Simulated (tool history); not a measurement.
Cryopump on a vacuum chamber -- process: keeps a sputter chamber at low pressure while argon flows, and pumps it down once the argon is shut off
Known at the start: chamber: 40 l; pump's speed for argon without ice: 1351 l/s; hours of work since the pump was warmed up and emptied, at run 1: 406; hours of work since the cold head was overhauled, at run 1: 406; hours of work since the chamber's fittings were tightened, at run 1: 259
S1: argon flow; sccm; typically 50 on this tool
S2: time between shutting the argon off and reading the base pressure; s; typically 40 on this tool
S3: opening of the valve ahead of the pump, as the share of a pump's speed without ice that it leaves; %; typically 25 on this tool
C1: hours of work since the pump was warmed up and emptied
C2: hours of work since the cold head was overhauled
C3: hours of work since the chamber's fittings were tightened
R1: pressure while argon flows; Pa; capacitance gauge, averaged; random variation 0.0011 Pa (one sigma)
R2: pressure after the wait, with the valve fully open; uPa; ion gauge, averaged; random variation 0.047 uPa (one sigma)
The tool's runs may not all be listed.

{"run": 1, "hour": 0.0, "S1": 50, "S2": 40, "S3": 25, "C1": 406, "C2": 406, "C3": 259, "R1": 0.2588, "R2": 2.87}
{"run": 2, "hour": 42.2, "S1": 60, "S2": 40, "S3": 25, "C1": 423, "C2": 423, "C3": 276, "R1": 0.3121, "R2": 2.95}
{"run": 3, "hour": 77.2, "S1": 60, "S2": 40, "S3": 25, "C1": 437, "C2": 437, "C3": 290, "R1": 0.3133, "R2": 2.96}
{"run": 4, "hour": 117.9, "S1": 22, "S2": 40, "S3": 25, "C1": 453, "C2": 453, "C3": 306, "R1": 0.1152, "R2": 2.96}
{"run": 5, "hour": 179.8, "S1": 22, "S2": 40, "S3": 25, "C1": 478, "C2": 478, "C3": 331, "R1": 0.1144, "R2": 3.03}
{"run": 6, "hour": 219.9, "S1": 22, "S2": 40, "S3": 25, "C1": 495, "C2": 495, "C3": 347, "R1": 0.1148, "R2": 2.93}
{"run": 7, "hour": 271.6, "S1": 83, "S2": 40, "S3": 25, "C1": 515, "C2": 515, "C3": 368, "R1": 0.4341, "R2": 3.02}
{"run": 8, "hour": 310.5, "S1": 50, "S2": 40, "S3": 25, "C1": 531, "C2": 531, "C3": 384, "R1": 0.2632, "R2": 3.03}
{"run": 9, "hour": 368.6, "S1": 50, "S2": 40, "S3": 25, "C1": 555, "C2": 555, "C3": 408, "R1": 0.2618, "R2": 2.97}
{"run": 10, "hour": 414.2, "S1": 51, "S2": 40, "S3": 25, "C1": 573, "C2": 573, "C3": 426, "R1": 0.2722, "R2": 3.07}
{"run": 11, "hour": 474.3, "S1": 50, "S2": 55, "S3": 25, "C1": 597, "C2": 597, "C3": 450, "R1": 0.2643, "R2": 2.27}
{"run": 12, "hour": 546.0, "S1": 50, "S2": 52, "S3": 25, "C1": 626, "C2": 626, "C3": 479, "R1": 0.2674, "R2": 2.35}
{"run": 13, "hour": 595.8, "S1": 50, "S2": 52, "S3": 25, "C1": 646, "C2": 646, "C3": 499, "R1": 0.2652, "R2": 2.48}
{"run": 14, "hour": 640.7, "S1": 50, "S2": 52, "S3": 25, "C1": 665, "C2": 665, "C3": 518, "R1": 0.2671, "R2": 2.48}
{"run": 15, "hour": 699.2, "S1": 50, "S2": 40, "S3": 25, "C1": 688, "C2": 688, "C3": 541, "R1": 0.2679, "R2": 3.06}
{"run": 16, "hour": 739.5, "S1": 50, "S2": 40, "S3": 25, "C1": 705, "C2": 705, "C3": 558, "R1": 0.267, "R2": 3.04}
{"run": 17, "hour": 769.6, "S1": 50, "S2": 40, "S3": 25, "C1": 717, "C2": 717, "C3": 570, "R1": 0.2687, "R2": 2.97}
{"run": 18, "hour": 802.9, "S1": 50, "S2": 40, "S3": 25, "C1": 730, "C2": 730, "C3": 583, "R1": 0.268, "R2": 3.08}
{"run": 19, "hour": 837.7, "S1": 50, "S2": 40, "S3": 25, "C1": 744, "C2": 744, "C3": 597, "R1": 0.2705, "R2": 3.07}
{"run": 20, "hour": 886.0, "S1": 50, "S2": 40, "S3": 25, "C1": 764, "C2": 764, "C3": 617, "R1": 0.269, "R2": 3.11}
{"run": 21, "hour": 922.4, "S1": 41, "S2": 40, "S3": 58, "C1": 779, "C2": 779, "C3": 631, "R1": 0.1057, "R2": 3.14}
{"run": 22, "hour": 970.4, "S1": 59, "S2": 133, "S3": 25, "C1": 798, "C2": 798, "C3": 651, "R1": 0.3168, "R2": 1.26}
{"run": 23, "hour": 1007.8, "S1": 59, "S2": 133, "S3": 25, "C1": 813, "C2": 813, "C3": 666, "R1": 0.3186, "R2": 1.27}
{"run": 24, "hour": 1076.9, "S1": 46, "S2": 40, "S3": 16, "C1": 841, "C2": 841, "C3": 694, "R1": 0.3808, "R2": 3.14}
{"run": 25, "hour": 1109.7, "S1": 63, "S2": 232, "S3": 42, "C1": 854, "C2": 854, "C3": 707, "R1": 0.2169, "R2": 0.96}

What does the tool deliver on the next run?
{"run": 26, "hour": 1144.8, "S1": 34, "S2": 50, "S3": 20, "C1": 868, "C2": 868, "C3": 721, "R1": "?", "R2": "?"}

For run 26 the tool returned R1 0.2267 Pa, R2 2.54 uPa.
With the hidden condition absent and the run-to-run variation left alone, this run would have shown R1 0.2111 Pa, R2 2.27 uPa.
